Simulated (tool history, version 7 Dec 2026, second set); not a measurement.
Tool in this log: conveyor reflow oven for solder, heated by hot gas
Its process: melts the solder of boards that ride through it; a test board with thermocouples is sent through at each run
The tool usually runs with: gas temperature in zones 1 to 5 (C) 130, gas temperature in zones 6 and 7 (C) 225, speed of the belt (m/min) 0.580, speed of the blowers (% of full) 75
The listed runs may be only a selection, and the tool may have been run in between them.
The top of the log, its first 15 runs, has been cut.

run	hour	gas temperature in zones 1 to 5 (C)	gas temperature in zones 6 and 7 (C)	speed of the belt (m/min)	speed of the blowers (% of full)	highest temperature of the board (C)	time above the solder's melting point (s)
16	649.8	130	225	0.580	75	205.8	41.8
17	701.4	121	236	0.580	58	208.3	40.2
18	748.4	121	237	0.580	58	209.0	41.0
19	787.8	130	227	0.580	70	205.9	41.6
20	835.0	130	227	0.580	70	205.9	41.4
21	877.4	130	227	0.580	70	205.7	41.6
# hour 884.2: belt drive overhauled, speed set with a stopwatch
# hour 902.7: flux residue cleaned out of gas plates and filters
22	947.9	130	227	0.580	70	206.6	42.5
23	976.6	131	230	0.527	75	213.3	54.8
24	1003.6	139	236	0.580	75	217.0	54.8
25	1067.1	137	225	0.580	75	207.0	45.6
26	1110.3	134	225	0.580	75	206.4	44.1
27	1141.8	134	232	0.580	75	212.1	49.1
28	1178.2	134	228	0.580	75	208.6	45.7
# hour 1195.7: thermocouples of zones 6 and 7 changed
29	1208.2	130	225	0.484	55	207.1	52.9
# hour 1234.4: belt drive overhauled, speed set with a stopwatch, once more
30	1242.7	130	224	0.673	52	192.3	17.0
31	1283.4	130	224	0.471	52	205.7	50.9

What if the next run were any one of these 3? Each begins from the tool's condition after run 31:
A	1325.7	129	224	0.471	52	?	?
B	1325.7	130	225	0.615	51	?	?
C	1325.7	134	224	0.580	75	?	?

run	highest temperature of the board (C)	time above the solder's melting point (s)
A	205.6	50.3
B	196.5	25.1
C	205.1	41.3
Stripped of hidden state, with their random variation kept, the same runs would have yielded:
run	highest temperature of the board (C)	time above the solder's melting point (s)
A	206.6	51.9
B	197.7	27.1
C	206.3	42.9

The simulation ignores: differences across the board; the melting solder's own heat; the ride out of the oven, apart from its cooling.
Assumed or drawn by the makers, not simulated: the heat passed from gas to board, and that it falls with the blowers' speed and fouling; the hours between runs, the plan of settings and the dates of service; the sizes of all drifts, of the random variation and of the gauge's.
